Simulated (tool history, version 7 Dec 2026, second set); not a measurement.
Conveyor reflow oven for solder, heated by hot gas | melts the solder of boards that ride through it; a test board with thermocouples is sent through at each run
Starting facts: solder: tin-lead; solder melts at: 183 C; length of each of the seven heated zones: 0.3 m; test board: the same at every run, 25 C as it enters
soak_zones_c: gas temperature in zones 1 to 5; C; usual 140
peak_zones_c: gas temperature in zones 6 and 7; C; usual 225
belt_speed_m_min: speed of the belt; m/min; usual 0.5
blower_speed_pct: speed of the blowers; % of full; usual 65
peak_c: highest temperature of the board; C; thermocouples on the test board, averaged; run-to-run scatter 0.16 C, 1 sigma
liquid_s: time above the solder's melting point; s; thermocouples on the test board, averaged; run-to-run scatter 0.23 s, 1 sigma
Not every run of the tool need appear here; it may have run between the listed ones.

run,hour,soak_zones_c,peak_zones_c,belt_speed_m_min,blower_speed_pct,peak_c,liquid_s
1,0,140,225,0.5,65,204.1,41.7
2,57.2,140,225,0.5,65,204,40.7
3,103,140,225,0.421,65,209.5,56.9
4,152.9,140,225,0.421,65,209.6,57.5
5,200.7,140,225,0.421,65,212.3,61.5
6,243.5,154,225,0.421,54,212,67.2
7,281.9,140,221,0.5,83,207.8,47.1
8,358.8,140,215,0.5,56,196.3,30.9
9,432.6,142,232,0.598,83,210.8,41.7
10,502.3,140,228,0.5,62,208.6,46.1

Put back what was entered between runs (1 entry, withheld): which listed runs does each sit between, and how does the hidden state differ from the listed run before to the listed run after?
Between runs 4 and 5: flux residue cleaned out of gas plates and filters (hour 168.3)
  heat that the gas passes to the board, % of a clean oven's: 87.6 -> 99.4; belt's true speed, % of the reading: 99.14 -> 99.11; true gas temperature in zones 6 and 7 over the reading, C: 1.05 -> 1.13
  the result without the hidden state subtracted from the measured one, peak_c: -1.7 -> +1.1 C; liquid_s: -2.2 -> +1.6 s

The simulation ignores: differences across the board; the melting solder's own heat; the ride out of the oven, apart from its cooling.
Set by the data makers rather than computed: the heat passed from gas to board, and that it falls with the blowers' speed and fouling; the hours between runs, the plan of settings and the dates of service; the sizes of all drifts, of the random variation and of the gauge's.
